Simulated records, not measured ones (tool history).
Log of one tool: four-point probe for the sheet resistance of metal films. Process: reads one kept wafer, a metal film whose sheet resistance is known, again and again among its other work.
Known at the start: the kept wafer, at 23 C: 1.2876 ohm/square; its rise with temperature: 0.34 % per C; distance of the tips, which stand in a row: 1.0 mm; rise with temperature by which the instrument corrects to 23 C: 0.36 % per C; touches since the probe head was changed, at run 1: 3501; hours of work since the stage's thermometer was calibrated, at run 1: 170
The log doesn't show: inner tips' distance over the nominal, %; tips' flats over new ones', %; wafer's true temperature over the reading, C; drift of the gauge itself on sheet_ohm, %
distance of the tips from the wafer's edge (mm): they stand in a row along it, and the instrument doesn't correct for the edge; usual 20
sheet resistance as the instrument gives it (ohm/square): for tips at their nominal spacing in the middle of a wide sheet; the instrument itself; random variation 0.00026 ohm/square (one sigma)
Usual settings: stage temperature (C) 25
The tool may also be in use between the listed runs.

| run | hour | stage temperature (C) | distance of the tips from the wafer's edge (mm) | touches since the probe head was changed | hours of work since the stage's thermometer was calibrated | sheet resistance as the instrument gives it (ohm/square) |
|---|---|---|---|---|---|---|
| 1 | 0.0 | 25 | 20 | 3501 | 170 | 1.288695 |
| 2 | 11.2 | 25 | 20 | 3830 | 178 | 1.289161 |
| 3 | 24.5 | 25 | 20 | 4224 | 187 | 1.288931 |
| 4 | 33.3 | 25 | 20 | 4483 | 193 | 1.288710 |
| 5 | 47.2 | 25 | 20 | 4894 | 202 | 1.289287 |
| 6 | 61.5 | 25 | 20 | 5313 | 211 | 1.289294 |
| 7 | 71.2 | 25 | 20 | 5601 | 218 | 1.288438 |
| 8 | 81.0 | 25 | 20 | 5888 | 224 | 1.288796 |
| 9 | 94.5 | 25 | 20 | 6286 | 233 | 1.289341 |
| 10 | 103.8 | 27 | 20 | 6561 | 240 | 1.288476 |
| 11 | 117.3 | 27 | 20 | 6959 | 249 | 1.288607 |
| 12 | 124.0 | 19 | 20 | 7156 | 253 | 1.290207 |
| 13 | 135.7 | 19 | 20 | 7503 | 261 | 1.290422 |

The next listed run, before its measurement:
| 14 | 144.9 | 19 | 5 | 7774 | 267 | ? |

sheet resistance as the instrument gives it (ohm/square): 1.316044
Without the tool's hidden state the same run would have given sheet resistance as the instrument gives it (ohm/square) 1.315968.

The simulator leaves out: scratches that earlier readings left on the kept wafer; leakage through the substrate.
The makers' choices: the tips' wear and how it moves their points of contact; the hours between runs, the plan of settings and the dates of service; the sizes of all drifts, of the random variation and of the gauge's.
